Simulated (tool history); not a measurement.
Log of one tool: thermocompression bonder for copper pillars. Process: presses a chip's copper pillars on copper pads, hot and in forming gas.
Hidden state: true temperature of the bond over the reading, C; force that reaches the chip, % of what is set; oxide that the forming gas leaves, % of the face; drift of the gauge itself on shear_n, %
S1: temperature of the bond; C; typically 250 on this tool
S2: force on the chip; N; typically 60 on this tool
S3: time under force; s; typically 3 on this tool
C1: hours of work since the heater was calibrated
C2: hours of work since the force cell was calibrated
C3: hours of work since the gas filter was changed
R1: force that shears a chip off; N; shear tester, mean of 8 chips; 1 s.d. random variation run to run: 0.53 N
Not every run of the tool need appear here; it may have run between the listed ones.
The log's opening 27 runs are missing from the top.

run,hour,S1,S2,S3,C1,C2,C3,R1
28,197.8,250,58,3,435,264,173,87.6
29,203.2,244,54,6,439,268,177,94.3
30,207.9,250,77,2,442,272,181,93.8
31,213.4,269,55,7,447,276,185,115.9
32,223.3,250,60,2,454,283,193,80.7
33,231.6,273,62,4,460,290,199,112.5
34,241.3,274,79,3,468,297,206,117.4
35,248.8,256,86,2,473,302,212,103.6
36,260.1,256,86,2,482,311,220,103.4
37,266,256,86,2,486,315,225,103.1
38,274.7,256,86,2,493,322,231,102.6
39,282.5,256,86,2,499,328,237,102
40,292,256,87,2,506,335,245,103.9

Consider 3 possible next runs. They are alternatives, not a sequence: every one starts from the tool as it was left by run 40. What does each give?
A,302.6,260,51,6,514,343,253,?
B,302.6,277,38,5,514,343,253,?
C,302.6,223,41,7,514,343,253,?

run,R1
A,104.6
B,99.7
C,63.1
Take away the tool's hidden state, keep each run's random variation, and the runs would have read:
run,R1
A,104.6
B,99.4
C,60.3
